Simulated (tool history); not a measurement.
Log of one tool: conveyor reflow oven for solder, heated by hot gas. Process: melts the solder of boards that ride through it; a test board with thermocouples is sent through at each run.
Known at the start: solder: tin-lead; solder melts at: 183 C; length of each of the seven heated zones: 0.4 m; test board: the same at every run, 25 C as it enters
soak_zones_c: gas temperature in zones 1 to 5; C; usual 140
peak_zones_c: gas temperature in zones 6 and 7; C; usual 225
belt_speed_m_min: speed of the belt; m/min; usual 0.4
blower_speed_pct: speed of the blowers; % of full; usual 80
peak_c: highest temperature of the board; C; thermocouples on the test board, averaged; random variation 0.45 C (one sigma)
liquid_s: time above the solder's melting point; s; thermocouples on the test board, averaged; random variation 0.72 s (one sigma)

run	hour	soak_zones_c	peak_zones_c	belt_speed_m_min	blower_speed_pct	peak_c	liquid_s
1	0	140	225	0.4	80	210.3	83.7
2	22	140	225	0.4	80	210	83
3	56.6	140	225	0.338	80	214.4	106
4	103.5	140	225	0.338	80	213.7	105.5
# hour 110.4: belt drive overhauled, speed set with a stopwatch
5	139.9	140	225	0.4	80	209.4	82.5
6	160.7	140	225	0.4	80	209.8	81.9
7	203.5	140	225	0.4	80	209.4	82.2
8	225.4	140	225	0.4	80	209.2	82.1
# hour 244.6: belt drive overhauled, speed set with a stopwatch, once more
9	276.7	136	225	0.4	80	207.8	75.7
10	302.3	140	225	0.323	80	213.9	110.1
11	340.6	140	225	0.394	80	208.3	80.5
12	364.9	140	225	0.394	80	208.5	81.3
13	394.3	140	225	0.394	80	208.7	81.6
14	424.8	140	225	0.4	80	208.4	78.9
15	449.6	140	225	0.4	80	208.3	79.7
16	474.5	140	225	0.4	80	208	79.2
17	508.3	140	232	0.46	80	209.9	67.7
18	545.8	133	233	0.406	69	210.3	75.1
# hour 564.3: flux residue cleaned out of gas plates and filters
19	574.1	133	233	0.406	69	212.8	79.4
20	602.6	133	233	0.406	69	212.2	79.2
21	631.2	134	231	0.393	80	214.5	85.4
22	667.9	140	237	0.34	80	224.6	116.7
23	716.2	129	237	0.432	69	213.1	73.3
24	758	142	237	0.432	69	215.8	82
25	778.9	154	225	0.436	51	202.9	67.4
26	804.1	154	225	0.436	51	202.9	67.4
27	830.3	154	225	0.436	51	202.1	67
28	871.7	154	225	0.436	51	202.3	66.8
29	894.1	132	221	0.467	51	190.9	25.1
30	931.6	140	220	0.4	80	204.6	73
31	977.3	140	225	0.4	58	203.7	68

Forecast each of these 4 alternatives for the next run:
A	1001.4	140	227	0.4	69	?	?
B	1001.4	140	225	0.345	57	?	?
C	1001.4	135	229	0.4	79	?	?
D	1001.4	151	225	0.362	65	?	?

run	peak_c	liquid_s
A	207.9	78.2
B	207.2	90.4
C	211.2	81.5
D	210.4	99.8
Without the tool's hidden state the same runs would have given:
run	peak_c	liquid_s
A	210.9	83.1
B	210	95.7
C	214.4	86.1
D	213.2	104.1
